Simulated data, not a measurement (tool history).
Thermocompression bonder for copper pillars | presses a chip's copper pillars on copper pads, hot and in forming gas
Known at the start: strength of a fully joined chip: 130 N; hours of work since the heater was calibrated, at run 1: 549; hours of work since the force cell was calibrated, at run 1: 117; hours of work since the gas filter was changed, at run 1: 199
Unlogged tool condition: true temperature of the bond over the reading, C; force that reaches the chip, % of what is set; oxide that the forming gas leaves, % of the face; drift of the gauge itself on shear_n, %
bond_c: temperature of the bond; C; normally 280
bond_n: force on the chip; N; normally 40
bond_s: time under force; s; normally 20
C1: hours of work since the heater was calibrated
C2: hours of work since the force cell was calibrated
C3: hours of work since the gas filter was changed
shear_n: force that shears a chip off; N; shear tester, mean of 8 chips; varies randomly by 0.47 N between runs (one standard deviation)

run 1 hour=0 | bond_c=280 bond_n=40 bond_s=20 | C1=549 C2=117 C3=199 | shear_n=64.6
run 2 hour=10 | bond_c=280 bond_n=25 bond_s=20 | C1=557 C2=125 C3=207 | shear_n=37.8
run 3 hour=15.2 | bond_c=280 bond_n=25 bond_s=20 | C1=561 C2=129 C3=211 | shear_n=38.4
run 4 hour=21.1 | bond_c=280 bond_n=25 bond_s=20 | C1=566 C2=134 C3=215 | shear_n=38.9
run 5 hour=29.8 | bond_c=280 bond_n=40 bond_s=20 | C1=572 C2=141 C3=222 | shear_n=63.8
run 6 hour=35.3 | bond_c=280 bond_n=40 bond_s=20 | C1=577 C2=145 C3=227 | shear_n=64.3
run 7 hour=41.9 | bond_c=310 bond_n=26 bond_s=20 | C1=582 C2=150 C3=232 | shear_n=63.2
run 8 hour=50.9 | bond_c=250 bond_n=32 bond_s=19 | C1=589 C2=157 C3=239 | shear_n=29.3
run 9 hour=60.2 | bond_c=250 bond_n=32 bond_s=19 | C1=596 C2=164 C3=246 | shear_n=28.9
run 10 hour=69.5 | bond_c=250 bond_n=32 bond_s=19 | C1=603 C2=172 C3=253 | shear_n=28.9
run 11 hour=79.6 | bond_c=265 bond_n=40 bond_s=45 | C1=611 C2=180 C3=261 | shear_n=67.6

What if the next run were any one of these 3? Each begins from the tool's condition after run 11:
run A hour=87.9 | bond_c=304 bond_n=40 bond_s=45 | C1=618 C2=186 C3=268 | shear_n=?
run B hour=87.9 | bond_c=305 bond_n=35 bond_s=45 | C1=618 C2=186 C3=268 | shear_n=?
run C hour=87.9 | bond_c=300 bond_n=35 bond_s=20 | C1=618 C2=186 C3=268 | shear_n=?

run=A shear_n=100.4
run=B shear_n=93.5
run=C shear_n=73.5
With no hidden state in the tool, these same runs would have given:
run=A shear_n=102.3
run=B shear_n=94.3
run=C shear_n=72.2
